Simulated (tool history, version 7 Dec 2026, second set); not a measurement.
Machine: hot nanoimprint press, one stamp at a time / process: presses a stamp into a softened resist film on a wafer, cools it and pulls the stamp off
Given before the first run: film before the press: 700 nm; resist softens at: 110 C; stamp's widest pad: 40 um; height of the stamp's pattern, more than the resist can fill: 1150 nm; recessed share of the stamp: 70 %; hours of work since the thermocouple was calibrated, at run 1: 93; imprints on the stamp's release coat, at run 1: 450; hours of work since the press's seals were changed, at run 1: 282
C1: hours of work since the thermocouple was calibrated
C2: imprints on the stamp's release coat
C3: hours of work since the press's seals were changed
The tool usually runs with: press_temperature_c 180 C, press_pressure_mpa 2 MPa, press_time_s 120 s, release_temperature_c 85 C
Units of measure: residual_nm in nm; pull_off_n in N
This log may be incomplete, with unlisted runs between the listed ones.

Run 1, hour 0: usual settings; C1 93; C2 450; C3 282. Result: residual_nm 382 nm, pull_off_n 92 N.
Run 2, hour 12.1: usual settings; C1 100; C2 499; C3 290. Result: residual_nm 382.3 nm, pull_off_n 89 N.
At hour 32.7: stamp cleaned and given a new release coat.
Run 3, hour 32.7: usual settings; C1 109; C2 0; C3 298. Result: residual_nm 387.2 nm, pull_off_n 92 N.
Run 4, hour 45.2: usual settings; C1 117; C2 50; C3 306. Result: residual_nm 383.6 nm, pull_off_n 90 N.
Run 5, hour 60.3: usual settings but press_time_s 226 s; C1 126; C2 112; C3 315. Result: residual_nm 316.4 nm, pull_off_n 90 N.
Run 6, hour 73.1: usual settings; C1 133; C2 164; C3 323. Result: residual_nm 386.7 nm, pull_off_n 91 N.
Run 7, hour 83.6: usual settings; C1 140; C2 206; C3 329. Result: residual_nm 384.6 nm, pull_off_n 91 N.
Run 8, hour 97.2: usual settings; C1 148; C2 261; C3 337. Result: residual_nm 384.2 nm, pull_off_n 91 N.
Run 9, hour 107.4: usual settings but press_time_s 162 s; C1 154; C2 303; C3 344. Result: residual_nm 352.1 nm, pull_off_n 91 N.
Run 10, hour 118.8: usual settings but press_time_s 162 s, release_temperature_c 80 C; C1 161; C2 349; C3 350. Result: residual_nm 349.8 nm, pull_off_n 104 N.
Run 11, hour 129.5: usual settings; C1 168; C2 392; C3 357. Result: residual_nm 383.7 nm, pull_off_n 91 N.
Run 12, hour 145: usual settings but press_pressure_mpa 1.61 MPa; C1 177; C2 455; C3 366. Result: residual_nm 427.1 nm, pull_off_n 92 N.
Run 13, hour 160.6: usual settings but press_pressure_mpa 1.61 MPa; C1 186; C2 518; C3 376. Result: residual_nm 426.3 nm, pull_off_n 91 N.
Run 14, hour 168.4: usual settings but press_pressure_mpa 1.34 MPa, release_temperature_c 79 C; C1 191; C2 550; C3 380. Result: residual_nm 460 nm, pull_off_n 108 N.
At hour 177.3: stamp cleaned and given a new release coat.
Run 15, hour 185.4: usual settings but press_pressure_mpa 2.23 MPa, press_time_s 185 s; C1 198; C2 32; C3 387. Result: residual_nm 316.4 nm, pull_off_n 90 N.
Run 16, hour 195.9: usual settings but press_pressure_mpa 1.61 MPa, press_time_s 159 s, release_temperature_c 83 C; C1 204; C2 75; C3 393. Result: residual_nm 391.6 nm, pull_off_n 96 N.
Run 17, hour 207.5: usual settings but press_temperature_c 191 C, press_time_s 145 s, release_temperature_c 86 C; C1 211; C2 122; C3 400. Result: residual_nm 221.8 nm, pull_off_n 89 N.
Run 18, hour 215.4: usual settings but press_temperature_c 192 C, press_pressure_mpa 1.66 MPa, release_temperature_c 86 C; C1 216; C2 154; C3 405. Result: residual_nm 255 nm, pull_off_n 86 N.
Run 19, hour 232.2: usual settings but press_temperature_c 192 C, press_pressure_mpa 2.32 MPa, press_time_s 115 s, release_temperature_c 84 C; C1 226; C2 222; C3 415. Result: residual_nm 212.5 nm, pull_off_n 94 N.
Run 20, hour 240.8: usual settings but press_temperature_c 192 C, press_pressure_mpa 2.32 MPa, press_time_s 115 s, release_temperature_c 84 C; C1 231; C2 257; C3 421. Result: residual_nm 211.3 nm, pull_off_n 96 N.
Run 21, hour 251.3: usual settings but press_time_s 181 s; C1 237; C2 300; C3 427. Result: residual_nm 337.2 nm, pull_off_n 92 N.

What if the next run were any one of these 5? Each begins from the tool's condition after run 21:
Run A, hour 265.1: usual settings but press_time_s 147 s, release_temperature_c 82 C; C1 246; C2 356; C3 435. Result: residual_nm ?, pull_off_n ?.
Run B, hour 265.1: usual settings but press_pressure_mpa 1.36 MPa, press_time_s 79 s; C1 246; C2 356; C3 435. Result: residual_nm ?, pull_off_n ?.
Run C, hour 265.1: usual settings but press_temperature_c 185 C, press_time_s 181 s; C1 246; C2 356; C3 435. Result: residual_nm ?, pull_off_n ?.
Run D, hour 265.1: usual settings but press_temperature_c 181 C, press_pressure_mpa 1.35 MPa, release_temperature_c 77 C; C1 246; C2 356; C3 435. Result: residual_nm ?, pull_off_n ?.
Run E, hour 265.1: usual settings but press_pressure_mpa 2.98 MPa, press_time_s 129 s; C1 246; C2 356; C3 435. Result: residual_nm ?, pull_off_n ?.

run  residual_nm  pull_off_n
  A          360          99
  B        505.8          91
  C        267.5          91
  D        440.5         110
  E        306.3          91
With the hidden condition removed and each run's random variation left untouched, the same runs would have given:
run  residual_nm  pull_off_n
  A        360.4          99
  B        506.2          91
  C        267.8          91
  D          441         110
  E        306.6          90
